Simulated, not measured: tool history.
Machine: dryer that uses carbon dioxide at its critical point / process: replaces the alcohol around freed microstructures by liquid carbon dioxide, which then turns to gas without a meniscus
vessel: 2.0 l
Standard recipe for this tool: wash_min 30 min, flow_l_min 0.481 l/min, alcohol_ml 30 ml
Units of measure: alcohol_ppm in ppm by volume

{"run": 1, "hour": 0.0, "wash_min": 30, "flow_l_min": 0.481, "alcohol_ml": 30, "alcohol_ppm": 164}
{"run": 2, "hour": 40.1, "wash_min": 30, "flow_l_min": 0.481, "alcohol_ml": 30, "alcohol_ppm": 167}
{"run": 3, "hour": 96.2, "wash_min": 30, "flow_l_min": 0.481, "alcohol_ml": 30, "alcohol_ppm": 176}
{"run": 4, "hour": 124.6, "wash_min": 30, "flow_l_min": 0.481, "alcohol_ml": 30, "alcohol_ppm": 193}
{"run": 5, "hour": 153.7, "wash_min": 23, "flow_l_min": 0.481, "alcohol_ml": 30, "alcohol_ppm": 254}
{"run": 6, "hour": 214.0, "wash_min": 23, "flow_l_min": 0.481, "alcohol_ml": 34, "alcohol_ppm": 310}
{"run": 7, "hour": 271.9, "wash_min": 23, "flow_l_min": 0.481, "alcohol_ml": 37, "alcohol_ppm": 352}
{"run": 8, "hour": 320.9, "wash_min": 23, "flow_l_min": 0.481, "alcohol_ml": 37, "alcohol_ppm": 310}
{"run": 9, "hour": 377.5, "wash_min": 24, "flow_l_min": 0.481, "alcohol_ml": 37, "alcohol_ppm": 340}
{"run": 10, "hour": 430.5, "wash_min": 24, "flow_l_min": 0.561, "alcohol_ml": 37, "alcohol_ppm": 278}
{"run": 11, "hour": 498.4, "wash_min": 24, "flow_l_min": 0.561, "alcohol_ml": 37, "alcohol_ppm": 69}
{"run": 12, "hour": 546.1, "wash_min": 30, "flow_l_min": 0.481, "alcohol_ml": 30, "alcohol_ppm": 42}
{"run": 13, "hour": 586.9, "wash_min": 30, "flow_l_min": 0.481, "alcohol_ml": 30, "alcohol_ppm": 59}
{"run": 14, "hour": 655.5, "wash_min": 30, "flow_l_min": 0.481, "alcohol_ml": 30, "alcohol_ppm": 72}
{"run": 15, "hour": 717.6, "wash_min": 30, "flow_l_min": 0.481, "alcohol_ml": 30, "alcohol_ppm": 89}
{"run": 16, "hour": 746.0, "wash_min": 23, "flow_l_min": 0.481, "alcohol_ml": 30, "alcohol_ppm": 210}
{"run": 17, "hour": 801.7, "wash_min": 23, "flow_l_min": 0.481, "alcohol_ml": 30, "alcohol_ppm": 183}
{"run": 18, "hour": 856.0, "wash_min": 23, "flow_l_min": 0.481, "alcohol_ml": 30, "alcohol_ppm": 196}
{"run": 19, "hour": 901.2, "wash_min": 26, "flow_l_min": 0.481, "alcohol_ml": 30, "alcohol_ppm": 170}
{"run": 20, "hour": 933.8, "wash_min": 26, "flow_l_min": 0.481, "alcohol_ml": 30, "alcohol_ppm": 174}
{"run": 21, "hour": 986.6, "wash_min": 26, "flow_l_min": 0.481, "alcohol_ml": 30, "alcohol_ppm": 175}
{"run": 22, "hour": 1044.0, "wash_min": 30, "flow_l_min": 0.481, "alcohol_ml": 30, "alcohol_ppm": 166}
{"run": 23, "hour": 1072.0, "wash_min": 30, "flow_l_min": 0.481, "alcohol_ml": 30, "alcohol_ppm": 175}
{"run": 24, "hour": 1131.5, "wash_min": 30, "flow_l_min": 0.481, "alcohol_ml": 30, "alcohol_ppm": 193}
{"run": 25, "hour": 1170.7, "wash_min": 30, "flow_l_min": 0.481, "alcohol_ml": 30, "alcohol_ppm": 197}
{"run": 26, "hour": 1214.5, "wash_min": 46, "flow_l_min": 0.419, "alcohol_ml": 39, "alcohol_ppm": 178}
{"run": 27, "hour": 1266.8, "wash_min": 39, "flow_l_min": 0.305, "alcohol_ml": 39, "alcohol_ppm": 285}
{"run": 28, "hour": 1328.2, "wash_min": 21, "flow_l_min": 0.319, "alcohol_ml": 22, "alcohol_ppm": 763}
{"run": 29, "hour": 1370.1, "wash_min": 26, "flow_l_min": 0.319, "alcohol_ml": 22, "alcohol_ppm": 509}
{"run": 30, "hour": 1422.5, "wash_min": 20, "flow_l_min": 0.535, "alcohol_ml": 52, "alcohol_ppm": 493}
{"run": 31, "hour": 1481.4, "wash_min": 20, "flow_l_min": 0.535, "alcohol_ml": 52, "alcohol_ppm": 193}
{"run": 32, "hour": 1518.6, "wash_min": 34, "flow_l_min": 0.307, "alcohol_ml": 28, "alcohol_ppm": 144}
{"run": 33, "hour": 1548.9, "wash_min": 34, "flow_l_min": 0.307, "alcohol_ml": 28, "alcohol_ppm": 146}
{"run": 34, "hour": 1578.2, "wash_min": 37, "flow_l_min": 0.344, "alcohol_ml": 31, "alcohol_ppm": 97}
{"run": 35, "hour": 1640.1, "wash_min": 37, "flow_l_min": 0.344, "alcohol_ml": 31, "alcohol_ppm": 111}
{"run": 36, "hour": 1702.2, "wash_min": 19, "flow_l_min": 0.461, "alcohol_ml": 30, "alcohol_ppm": 316}
{"run": 37, "hour": 1733.3, "wash_min": 29, "flow_l_min": 0.57, "alcohol_ml": 30, "alcohol_ppm": 65}
{"run": 38, "hour": 1767.2, "wash_min": 29, "flow_l_min": 0.57, "alcohol_ml": 30, "alcohol_ppm": 87}
{"run": 39, "hour": 1798.4, "wash_min": 24, "flow_l_min": 0.418, "alcohol_ml": 38, "alcohol_ppm": 296}
{"run": 40, "hour": 1830.7, "wash_min": 41, "flow_l_min": 0.811, "alcohol_ml": 30, "alcohol_ppm": 87}
{"run": 41, "hour": 1883.5, "wash_min": 41, "flow_l_min": 0.811, "alcohol_ml": 30, "alcohol_ppm": 113}
{"run": 42, "hour": 1942.1, "wash_min": 41, "flow_l_min": 0.811, "alcohol_ml": 30, "alcohol_ppm": 108}
{"run": 43, "hour": 2010.6, "wash_min": 41, "flow_l_min": 0.811, "alcohol_ml": 30, "alcohol_ppm": 142}
{"run": 44, "hour": 2050.8, "wash_min": 36, "flow_l_min": 0.343, "alcohol_ml": 22, "alcohol_ppm": 205}
{"run": 45, "hour": 2108.2, "wash_min": 45, "flow_l_min": 0.481, "alcohol_ml": 30, "alcohol_ppm": 156}
{"run": 46, "hour": 2151.2, "wash_min": 33, "flow_l_min": 0.455, "alcohol_ml": 30, "alcohol_ppm": 182}
{"run": 47, "hour": 2216.2, "wash_min": 33, "flow_l_min": 0.455, "alcohol_ml": 30, "alcohol_ppm": 202}

Withheld: 12 entries from between the runs. Position of each, and hidden state at the listed run before versus the listed run after:
Run 2 -> run 3: inlet filter changed (hour 74.9)
  flow that reaches the vessel past the clogged filter, %: 92.5 -> 99.2; alcohol in the recycled carbon dioxide, ppm: 144.6 -> 157.8
  measured result minus the result with no hidden state, alcohol_ppm: +151 -> +159 ppm by volume
Run 7 -> run 8: inlet filter changed (hour 298.9)
  flow that reaches the vessel past the clogged filter, %: 92.4 -> 99.1; alcohol in the recycled carbon dioxide, ppm: 200.4 -> 212
  measured result minus the result with no hidden state, alcohol_ppm: +249 -> +213 ppm by volume
Run 10 -> run 11: purifier's bed changed (hour 463.1)
  flow that reaches the vessel past the clogged filter, %: 94.9 -> 92.3; alcohol in the recycled carbon dioxide, ppm: 238.7 -> 14.5
  measured result minus the result with no hidden state, alcohol_ppm: +249 -> +29 ppm by volume
Run 11 -> run 12: inlet filter changed (hour 525.3)
  flow that reaches the vessel past the clogged filter, %: 92.3 -> 98.9; alcohol in the recycled carbon dioxide, ppm: 14.5 -> 25.2
  measured result minus the result with no hidden state, alcohol_ppm: +29 -> +21 ppm by volume
Run 16 -> run 17: inlet filter changed (hour 752.6)
  flow that reaches the vessel past the clogged filter, %: 90.6 -> 98; alcohol in the recycled carbon dioxide, ppm: 74.9 -> 87.6
  measured result minus the result with no hidden state, alcohol_ppm: +121 -> +92 ppm by volume
Run 20 -> run 21: inlet filter changed (hour 979.1)
  flow that reaches the vessel past the clogged filter, %: 92.8 -> 99.6; alcohol in the recycled carbon dioxide, ppm: 119.6 -> 131.6
  measured result minus the result with no hidden state, alcohol_ppm: +136 -> +127 ppm by volume
Run 25 -> run 26: inlet filter changed (hour 1204.2)
  flow that reaches the vessel past the clogged filter, %: 92.3 -> 98.8; alcohol in the recycled carbon dioxide, ppm: 174.7 -> 185.2
  measured result minus the result with no hidden state, alcohol_ppm: +181 -> +178 ppm by volume
Run 30 -> run 31: inlet filter changed (hour 1428.5); purifier's bed changed (hour 1470.2)
  flow that reaches the vessel past the clogged filter, %: 90.4 -> 97.6; alcohol in the recycled carbon dioxide, ppm: 237.8 -> 8.5
  measured result minus the result with no hidden state, alcohol_ppm: +330 -> +25 ppm by volume
Run 35 -> run 36: inlet filter changed (hour 1656.1)
  flow that reaches the vessel past the clogged filter, %: 91.1 -> 97.9; alcohol in the recycled carbon dioxide, ppm: 45.4 -> 60.9
  measured result minus the result with no hidden state, alcohol_ppm: +66 -> +78 ppm by volume
Run 40 -> run 41: inlet filter changed (hour 1879.6)
  flow that reaches the vessel past the clogged filter, %: 92.5 -> 99.3; alcohol in the recycled carbon dioxide, ppm: 91.6 -> 103.3
  measured result minus the result with no hidden state, alcohol_ppm: +87 -> +99 ppm by volume
Run 44 -> run 45: inlet filter changed (hour 2103.2)
  flow that reaches the vessel past the clogged filter, %: 92.6 -> 98.4; alcohol in the recycled carbon dioxide, ppm: 143.8 -> 159.1
  measured result minus the result with no hidden state, alcohol_ppm: +157 -> +154 ppm by volume
